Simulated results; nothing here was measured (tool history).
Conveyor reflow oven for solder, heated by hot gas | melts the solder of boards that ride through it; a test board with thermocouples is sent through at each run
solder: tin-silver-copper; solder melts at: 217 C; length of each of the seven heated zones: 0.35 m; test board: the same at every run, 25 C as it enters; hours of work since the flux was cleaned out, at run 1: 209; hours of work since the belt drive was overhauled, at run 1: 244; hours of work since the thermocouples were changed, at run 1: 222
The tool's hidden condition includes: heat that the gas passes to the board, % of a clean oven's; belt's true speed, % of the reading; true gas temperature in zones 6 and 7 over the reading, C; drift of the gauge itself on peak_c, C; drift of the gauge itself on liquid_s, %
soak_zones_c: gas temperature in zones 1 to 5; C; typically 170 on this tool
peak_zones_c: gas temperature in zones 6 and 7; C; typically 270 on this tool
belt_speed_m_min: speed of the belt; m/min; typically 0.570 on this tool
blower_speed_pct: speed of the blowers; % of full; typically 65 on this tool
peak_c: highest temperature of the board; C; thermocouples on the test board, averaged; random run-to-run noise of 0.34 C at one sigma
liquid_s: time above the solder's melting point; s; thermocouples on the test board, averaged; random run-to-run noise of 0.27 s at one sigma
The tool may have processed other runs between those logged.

run     day  soak_zones_c  peak_zones_c  belt_speed_m_min  blower_speed_pct  hours of work since the flux was cleaned out  hours of work since the belt drive was overhauled  hours of work since the thermocouples were changed  peak_c  liquid_s
  1   0.000           170           270             0.570                65                                           209                                                244                                                 222   253.2      54.8
  2   0.433           170           283             0.570                65                                           214                                                249                                                 228   264.9      61.5
  3   0.917           170           270             0.570                65                                           220                                                256                                                 234   253.2      54.9
  4   1.283           170           270             0.570                65                                           225                                                260                                                 239   253.0      54.9
  5   1.658           170           270             0.570                65                                           230                                                265                                                 244   252.6      54.8
  6   2.150           170           270             0.570                65                                           236                                                272                                                 250   253.2      54.4
  7   2.654           170           260             0.570                65                                           243                                                278                                                 256   243.9      48.2
  8   2.967           170           260             0.570                65                                           247                                                282                                                 260   243.7      48.3
  9   3.371           170           270             0.570                74                                           252                                                287                                                 266   254.6      56.1
 10   3.667           170           270             0.678                74                                           256                                                291                                                 269   247.9      42.2
 11   4.029           170           270             0.678                74                                           261                                                296                                                 274   248.4      42.2
 12   4.433           170           270             0.678                74                                           266                                                301                                                 279   248.4      42.7
 13   4.779           170           270             0.678                74                                           270                                                306                                                 284   247.8      42.4
 14   5.129           170           270             0.678                74                                           275                                                310                                                 288   248.2      42.5
      5.367  -- flux residue cleaned out of gas plates and filters
 15   5.825           170           270             0.678                74                                             6                                                316                                                 295   247.9      41.1
 16   6.058           170           270             0.678                74                                             9                                                319                                                 298   247.7      41.4
 17   6.292           158           281             0.570                65                                            12                                                322                                                 301   259.6      54.8
 18   6.667           158           281             0.570                65                                            17                                                327                                                 306   259.0      55.0
 19   7.142           158           281             0.570                65                                            23                                                333                                                 312   259.1      55.5
      7.892  -- flux residue cleaned out of gas plates and filters, once more
 20   7.892           177           282             0.570                62                                             0                                                340                                                 319   265.2      64.2
 21   8.388           170           267             0.517                66                                             6                                                347                                                 325   254.0      62.5
 22   8.667           170           272             0.517                66                                            10                                                350                                                 329   259.1      66.4
 23   9.175           170           261             0.517                66                                            17                                                357                                                 335   249.1      58.9
 24   9.667           170           261             0.517                66                                            23                                                363                                                 342   248.2      59.2
 25  10.025           170           270             0.640                68                                            28                                                368                                                 346   249.9      46.9
 26  10.462           170           270             0.640                68                                            33                                                374                                                 352   251.0      47.1
 27  10.954           170           280             0.570                65                                            40                                                380                                                 358   261.7      61.6
 28  11.183           170           280             0.570                65                                            43                                                383                                                 361   262.9      61.4

Consider 4 possible next runs. They are alternatives, not a sequence: every one starts from the tool as it was left by run 28. What does each give?
  A  11.692           170           270             0.533                79                                            49                                                389                                                 368       ?         ?
  B  11.692           156           270             0.570                82                                            49                                                389                                                 368       ?         ?
  C  11.692           160           275             0.519                65                                            49                                                389                                                 368       ?         ?
  D  11.692           176           280             0.570                65                                            49                                                389                                                 368       ?         ?

run  peak_c  liquid_s
  A   258.6      63.5
  B   254.5      53.7
  C   259.2      63.2
  D   263.0      63.2
Without the tool's unlogged condition, the same runs would have read:
run  peak_c  liquid_s
  A   259.7      63.3
  B   255.6      53.7
  C   260.2      63.0
  D   264.0      62.8
